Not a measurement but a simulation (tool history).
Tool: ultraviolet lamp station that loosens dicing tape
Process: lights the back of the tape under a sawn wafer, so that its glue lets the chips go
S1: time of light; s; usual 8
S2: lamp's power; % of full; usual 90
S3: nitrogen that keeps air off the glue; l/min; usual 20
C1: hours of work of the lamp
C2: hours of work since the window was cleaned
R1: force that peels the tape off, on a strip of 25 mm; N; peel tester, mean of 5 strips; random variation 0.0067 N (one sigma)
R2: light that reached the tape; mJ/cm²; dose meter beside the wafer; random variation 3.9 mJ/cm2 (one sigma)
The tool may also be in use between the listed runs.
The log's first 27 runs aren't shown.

run,hour,S1,S2,S3,C1,C2,R1,R2
28,1376.6,12,76,11,1831,98,0.859,459
29,1440.7,8,90,14,1864,131,1.165,351
30,1502.0,7,90,10,1896,162,2.036,296
31,1558.4,11,90,15,1925,191,0.642,461
32,1605.0,11,90,15,1948,215,0.670,449
# hour 1635.0: lamp changed
33,1666.1,4,95,15,16,246,1.541,306
34,1693.3,4,95,15,30,260,1.589,305
35,1753.3,12,80,21,61,291,0.181,753
# hour 1789.0: window cleaned of glue's vapour
36,1817.2,15,61,29,93,14,0.152,803
37,1877.1,15,61,29,124,45,0.166,800
38,1917.6,10,65,15,145,66,0.417,551
39,1946.2,8,68,20,159,81,0.484,456

Forecast each of these 5 alternatives for the next run:
A,2008.5,8,90,24,191,113,?,?
B,2008.5,7,85,8,191,113,?,?
C,2008.5,5,72,37,191,113,?,?
D,2008.5,12,73,13,191,113,?,?
E,2008.5,8,68,8,191,113,?,?

run,R1,R2
A,0.237,597
B,0.991,491
C,0.815,296
D,0.254,720
E,1.246,449
Without the tool's hidden state the same runs would have given:
run,R1,R2
A,0.202,664
B,0.784,546
C,0.639,329
D,0.209,801
E,1.001,499
